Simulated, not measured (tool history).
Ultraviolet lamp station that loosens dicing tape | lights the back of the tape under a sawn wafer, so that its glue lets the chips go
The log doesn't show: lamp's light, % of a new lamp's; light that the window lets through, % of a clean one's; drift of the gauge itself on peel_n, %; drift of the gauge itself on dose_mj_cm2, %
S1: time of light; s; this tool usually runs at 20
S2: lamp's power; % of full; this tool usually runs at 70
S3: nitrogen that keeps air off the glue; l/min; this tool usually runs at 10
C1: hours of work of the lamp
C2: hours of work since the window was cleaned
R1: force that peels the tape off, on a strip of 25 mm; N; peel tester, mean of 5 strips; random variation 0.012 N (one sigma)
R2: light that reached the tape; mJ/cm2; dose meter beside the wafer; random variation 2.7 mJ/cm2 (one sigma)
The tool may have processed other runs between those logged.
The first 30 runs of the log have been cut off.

run,day,S1,S2,S3,C1,C2,R1,R2
31,29.754,20,70,5,998,192,1.376,293
32,30.850,20,70,5,1017,211,1.371,288
33,32.112,13,69,3,1039,233,2.796,182
34,33.367,18,71,12,1061,255,1.090,265
35,34.583,18,71,13,1082,276,1.098,258
36,35.558,35,79,13,1099,293,0.195,551
37,36.233,31,70,14,1111,304,0.345,425
# day 37.008: window cleaned of glue's vapour
38,37.542,31,95,12,1133,9,0.137,623
39,38.892,16,70,4,1156,33,1.944,236
40,39.712,18,81,11,1171,47,0.815,302
41,40.408,18,79,5,1183,59,1.321,296
42,41.400,27,100,10,1200,76,0.216,556
43,42.488,27,100,10,1219,95,0.225,555

4 ways to go on from here, each from the tool as it stands after run 43. What would each give?
A,43.325,25,90,8,1233,109,?,?
B,43.325,26,70,4,1233,109,?,?
C,43.325,18,63,6,1233,109,?,?
D,43.325,27,100,10,1233,109,?,?

run,R1,R2
A,0.409,458
B,1.028,371
C,1.786,228
D,0.228,549
With no hidden state in the tool, these same runs would have given:
run,R1,R2
A,0.207,603
B,0.602,488
C,1.193,301
D,0.125,722
